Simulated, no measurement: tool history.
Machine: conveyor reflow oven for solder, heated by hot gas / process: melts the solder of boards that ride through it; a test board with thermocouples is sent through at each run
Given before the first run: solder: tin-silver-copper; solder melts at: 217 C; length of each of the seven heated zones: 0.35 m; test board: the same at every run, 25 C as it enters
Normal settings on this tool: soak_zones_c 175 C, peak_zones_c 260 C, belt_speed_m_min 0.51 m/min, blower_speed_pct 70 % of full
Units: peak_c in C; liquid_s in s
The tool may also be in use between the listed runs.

run 1 hour=0 | soak_zones_c=175 peak_zones_c=260 belt_speed_m_min=0.51 blower_speed_pct=70 | peak_c=251.1 liquid_s=65.1
run 2 hour=12.5 | soak_zones_c=175 peak_zones_c=275 belt_speed_m_min=0.51 blower_speed_pct=70 | peak_c=264.8 liquid_s=73.2
run 3 hour=25.9 | soak_zones_c=175 peak_zones_c=269 belt_speed_m_min=0.51 blower_speed_pct=70 | peak_c=259.4 liquid_s=70.4
run 4 hour=41.9 | soak_zones_c=175 peak_zones_c=254 belt_speed_m_min=0.51 blower_speed_pct=70 | peak_c=245.2 liquid_s=60.9
run 5 hour=59.1 | soak_zones_c=175 peak_zones_c=260 belt_speed_m_min=0.51 blower_speed_pct=70 | peak_c=249.9 liquid_s=64.6
run 6 hour=73.6 | soak_zones_c=175 peak_zones_c=260 belt_speed_m_min=0.51 blower_speed_pct=70 | peak_c=249.8 liquid_s=65.3
run 7 hour=89.5 | soak_zones_c=175 peak_zones_c=260 belt_speed_m_min=0.51 blower_speed_pct=70 | peak_c=250.2 liquid_s=65.6
run 8 hour=101.1 | soak_zones_c=175 peak_zones_c=251 belt_speed_m_min=0.51 blower_speed_pct=70 | peak_c=242.5 liquid_s=58.5
run 9 hour=115.5 | soak_zones_c=175 peak_zones_c=251 belt_speed_m_min=0.51 blower_speed_pct=70 | peak_c=242.6 liquid_s=58.7
run 10 hour=123 | soak_zones_c=175 peak_zones_c=251 belt_speed_m_min=0.456 blower_speed_pct=70 | peak_c=243.9 liquid_s=68.2
run 11 hour=133.7 | soak_zones_c=175 peak_zones_c=260 belt_speed_m_min=0.463 blower_speed_pct=70 | peak_c=252.4 liquid_s=74.8
run 12 hour=149.1 | soak_zones_c=175 peak_zones_c=260 belt_speed_m_min=0.463 blower_speed_pct=70 | peak_c=251.5 liquid_s=74.4
run 13 hour=165.9 | soak_zones_c=175 peak_zones_c=260 belt_speed_m_min=0.51 blower_speed_pct=70 | peak_c=250.7 liquid_s=65.1
run 14 hour=180.7 | soak_zones_c=175 peak_zones_c=260 belt_speed_m_min=0.51 blower_speed_pct=70 | peak_c=249.6 liquid_s=65.2
run 15 hour=196.2 | soak_zones_c=175 peak_zones_c=260 belt_speed_m_min=0.51 blower_speed_pct=70 | peak_c=250.4 liquid_s=65.1
run 16 hour=208.4 | soak_zones_c=175 peak_zones_c=260 belt_speed_m_min=0.51 blower_speed_pct=70 | peak_c=250.1 liquid_s=64.9
run 17 hour=217.5 | soak_zones_c=175 peak_zones_c=260 belt_speed_m_min=0.496 blower_speed_pct=59 | peak_c=248.8 liquid_s=65.6
run 18 hour=225.4 | soak_zones_c=175 peak_zones_c=260 belt_speed_m_min=0.561 blower_speed_pct=56 | peak_c=246.2 liquid_s=54.5
run 19 hour=242 | soak_zones_c=175 peak_zones_c=260 belt_speed_m_min=0.561 blower_speed_pct=56 | peak_c=245.3 liquid_s=53.8
-- hour=248.5 flux residue cleaned out of gas plates and filters
run 20 hour=257.9 | soak_zones_c=172 peak_zones_c=250 belt_speed_m_min=0.428 blower_speed_pct=80 | peak_c=243.2 liquid_s=73.2
run 21 hour=273.9 | soak_zones_c=176 peak_zones_c=250 belt_speed_m_min=0.428 blower_speed_pct=80 | peak_c=243.6 liquid_s=74.6
run 22 hour=285.9 | soak_zones_c=165 peak_zones_c=249 belt_speed_m_min=0.546 blower_speed_pct=58 | peak_c=235.8 liquid_s=40.4
-- hour=294.1 flux residue cleaned out of gas plates and filters, once more
run 23 hour=299.8 | soak_zones_c=173 peak_zones_c=249 belt_speed_m_min=0.546 blower_speed_pct=51 | peak_c=236.1 liquid_s=45.5
run 24 hour=308.7 | soak_zones_c=173 peak_zones_c=249 belt_speed_m_min=0.546 blower_speed_pct=51 | peak_c=236.8 liquid_s=45.2
run 25 hour=316.6 | soak_zones_c=175 peak_zones_c=260 belt_speed_m_min=0.503 blower_speed_pct=59 | peak_c=249.5 liquid_s=65.5

Expected results for the next run?
run 26 hour=334.4 | soak_zones_c=177 peak_zones_c=260 belt_speed_m_min=0.492 blower_speed_pct=70 | peak_c=? liquid_s=?

Run 26 yielded peak_c 251.5 C, liquid_s 69.4 s.
With no hidden state in the tool, this same run would have given peak_c 253.4 C, liquid_s 69 s.

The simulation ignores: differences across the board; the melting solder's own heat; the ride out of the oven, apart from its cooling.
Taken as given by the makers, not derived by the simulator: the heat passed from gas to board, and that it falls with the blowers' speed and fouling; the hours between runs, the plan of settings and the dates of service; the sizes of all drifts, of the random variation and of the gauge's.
